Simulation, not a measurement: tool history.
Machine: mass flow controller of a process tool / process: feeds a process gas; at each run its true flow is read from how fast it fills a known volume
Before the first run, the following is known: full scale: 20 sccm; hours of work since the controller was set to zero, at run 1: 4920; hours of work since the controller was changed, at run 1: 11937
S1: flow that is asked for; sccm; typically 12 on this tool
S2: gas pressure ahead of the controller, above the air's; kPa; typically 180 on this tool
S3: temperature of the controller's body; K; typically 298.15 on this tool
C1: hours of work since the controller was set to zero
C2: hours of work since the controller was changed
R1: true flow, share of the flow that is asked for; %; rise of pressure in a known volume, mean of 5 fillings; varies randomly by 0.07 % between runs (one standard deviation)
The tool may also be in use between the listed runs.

run	day	S1	S2	S3	C1	C2	R1
1	0.000	12	180	298.15	4920	11937	98.64
# day 10.746: controller exchanged for a calibrated one
2	21.721	12	185	298.15	175	175	98.77
3	34.450	12	180	299.15	379	379	98.92
4	55.546	12	180	299.15	716	716	98.86
5	78.654	12	180	298.15	1085	1085	99.07
6	100.046	12	180	301.15	1427	1427	99.40
7	120.692	12	180	301.15	1757	1757	99.57
8	134.271	12	180	301.15	1974	1974	99.57
9	149.096	12	180	307.15	2211	2211	100.23
10	162.154	12	180	307.15	2420	2420	100.22
11	176.508	12	180	307.15	2649	2649	100.31
12	190.367	12	180	307.15	2871	2871	100.29
13	204.412	12	180	307.15	3095	3095	100.48
14	222.229	12	180	307.15	3380	3380	100.48
15	243.446	12	180	298.15	3719	3719	99.71
16	260.796	12	198	298.15	3997	3997	99.92
17	283.738	12	198	294.15	4363	4363	99.43
18	305.400	12	198	294.15	4710	4710	99.68
19	324.458	12	198	294.15	5014	5014	99.79
20	340.342	6	180	295.15	5268	5268	98.80
21	354.971	2	166	304.15	5502	5502	99.13

Forecast run 22:
22	365.217	7	254	295.15	5666	5666	?

{"run 22": {"R1": 99.02}}
Minus the tool's unlogged condition, the same run would have read R1 97.36 %.

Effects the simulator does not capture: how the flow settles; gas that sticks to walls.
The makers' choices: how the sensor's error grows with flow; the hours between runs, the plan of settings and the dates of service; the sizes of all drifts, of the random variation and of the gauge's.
